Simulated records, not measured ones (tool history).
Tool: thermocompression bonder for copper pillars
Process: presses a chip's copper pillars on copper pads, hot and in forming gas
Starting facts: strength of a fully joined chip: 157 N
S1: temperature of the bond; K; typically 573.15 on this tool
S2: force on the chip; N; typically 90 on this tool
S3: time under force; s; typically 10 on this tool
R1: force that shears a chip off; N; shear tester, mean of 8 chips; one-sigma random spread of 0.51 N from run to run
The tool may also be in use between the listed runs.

run	hour	S1	S2	S3	R1
1	0	573.15	90	10	68.5
# hour 86.7: forming gas filter changed
2	90.7	573.15	90	10	68
3	148.3	573.15	90	10	68.7
4	203.6	573.15	90	10	68.5
# hour 260.9: forming gas filter changed
5	275.8	573.15	90	10	68.9
6	323.9	573.15	90	10	69
7	393.8	573.15	90	26	94.8
# hour 433.7: forming gas filter changed
8	463	573.15	90	16	80.1
9	536.4	573.15	90	16	81.4
10	594.8	573.15	90	10	69.3
# hour 606.6: forming gas filter changed
11	655	573.15	90	10	69.1
12	717.3	573.15	90	26	95.4

What will run 13 give?
13	762.7	544.15	76	28	?

Run 13 produced R1 62.1 N.
With the hidden condition absent and the run-to-run variation left alone, this run would have shown R1 62.3 N.

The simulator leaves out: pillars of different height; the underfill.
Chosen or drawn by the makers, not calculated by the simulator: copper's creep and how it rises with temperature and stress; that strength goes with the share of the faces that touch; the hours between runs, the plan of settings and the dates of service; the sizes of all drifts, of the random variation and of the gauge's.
